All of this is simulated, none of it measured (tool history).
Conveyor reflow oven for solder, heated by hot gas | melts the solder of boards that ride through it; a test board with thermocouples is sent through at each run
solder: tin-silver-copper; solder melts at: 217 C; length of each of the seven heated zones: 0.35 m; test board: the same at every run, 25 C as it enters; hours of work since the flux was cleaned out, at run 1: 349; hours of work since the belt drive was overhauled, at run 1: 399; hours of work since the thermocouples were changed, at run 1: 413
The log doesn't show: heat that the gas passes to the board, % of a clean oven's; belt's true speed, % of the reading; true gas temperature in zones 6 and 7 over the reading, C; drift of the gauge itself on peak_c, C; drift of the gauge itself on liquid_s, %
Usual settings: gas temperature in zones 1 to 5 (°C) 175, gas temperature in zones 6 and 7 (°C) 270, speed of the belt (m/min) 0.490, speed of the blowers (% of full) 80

run	hour	gas temperature in zones 1 to 5 (°C)	gas temperature in zones 6 and 7 (°C)	speed of the belt (m/min)	speed of the blowers (% of full)	hours of work since the flux was cleaned out	hours of work since the belt drive was overhauled	hours of work since the thermocouples were changed	highest temperature of the board (°C)	time above the solder's melting point (s)
1	0.0	175	270	0.490	80	349	399	413	256.0	67.6
2	10.7	175	270	0.490	80	356	406	420	255.8	68.4
3	24.6	175	270	0.490	80	365	415	429	255.2	68.7
# hour 30.5: flux residue cleaned out of gas plates and filters
4	45.8	175	270	0.490	80	10	426	439	258.7	71.3
5	59.2	175	270	0.490	80	19	435	448	258.6	71.6
6	68.6	175	270	0.490	80	25	441	454	258.6	71.3
7	77.5	175	270	0.490	80	31	446	460	258.8	71.6
8	94.1	175	270	0.490	80	42	457	471	258.5	70.6
9	108.6	175	270	0.490	80	51	467	480	258.6	70.4
10	123.7	175	270	0.490	80	61	477	490	258.2	71.0
11	138.7	175	270	0.490	80	71	486	500	257.9	70.6
12	153.3	175	270	0.490	80	80	496	509	256.9	70.4
13	165.7	175	270	0.490	80	88	504	518	257.9	70.8
14	178.0	175	277	0.490	80	96	512	526	264.0	74.5
15	192.9	175	277	0.490	80	106	522	535	264.4	74.2
16	209.8	175	277	0.490	80	117	533	546	264.4	74.6
17	227.2	166	270	0.490	80	129	544	558	256.2	66.3
18	240.1	166	270	0.582	79	137	553	566	249.9	50.5
19	258.9	166	270	0.582	79	149	565	579	250.3	50.3
# hour 264.6: belt drive overhauled, speed set with a stopwatch
20	277.6	166	270	0.582	79	159	8	588	250.0	50.2
21	294.4	175	259	0.515	80	170	19	599	246.8	58.1
22	306.1	175	265	0.490	80	178	27	607	252.6	67.0
23	319.8	177	271	0.457	75	187	36	616	259.1	78.3
24	331.8	175	270	0.403	80	194	44	624	261.2	90.1
25	343.1	175	267	0.490	82	202	51	631	252.9	69.4
26	353.2	189	275	0.406	84	208	58	638	267.0	100.1
27	367.2	189	275	0.406	84	218	67	647	267.7	99.5
# hour 372.2: belt drive overhauled, speed set with a stopwatch, once more
28	386.7	175	259	0.427	80	228	9	657	250.0	73.9
29	395.1	175	259	0.510	55	233	15	662	238.8	47.7
30	404.9	175	259	0.510	55	240	21	669	238.9	47.3

Hidden state or all else? Some run-to-run changes of highest temperature of the board (°C), split into what the settings, what came in and random variation would give without the hidden state, and what is left for the hidden state (with any gauge scatter that isn't in both results):
Run 3 -> 4: flux residue cleaned out of gas plates and filters. highest temperature of the board (°C) +3.5: hidden state +3.1, all else +0.4.
Run 17 -> 18: speed of the belt (m/min) 0.490 -> 0.582, speed of the blowers (% of full) 80 -> 79. highest temperature of the board (°C) -6.3: hidden state -0.3, all else -6.0.
Run 25 -> 26: gas temperature in zones 1 to 5 (°C) 175 -> 189, gas temperature in zones 6 and 7 (°C) 267 -> 275, speed of the belt (m/min) 0.490 -> 0.406, speed of the blowers (% of full) 82 -> 84. highest temperature of the board (°C) +14.1: hidden state +0.3, all else +13.8.
Run 27 -> 28: gas temperature in zones 1 to 5 (°C) 189 -> 175, gas temperature in zones 6 and 7 (°C) 275 -> 259, speed of the belt (m/min) 0.406 -> 0.427, speed of the blowers (% of full) 84 -> 80, belt drive overhauled, speed set with a stopwatch, once more. highest temperature of the board (°C) -17.7: hidden state -0.6, all else -17.1.
Run 28 -> 29: speed of the belt (m/min) 0.427 -> 0.510, speed of the blowers (% of full) 80 -> 55. highest temperature of the board (°C) -11.2: hidden state -0.2, all else -11.0.

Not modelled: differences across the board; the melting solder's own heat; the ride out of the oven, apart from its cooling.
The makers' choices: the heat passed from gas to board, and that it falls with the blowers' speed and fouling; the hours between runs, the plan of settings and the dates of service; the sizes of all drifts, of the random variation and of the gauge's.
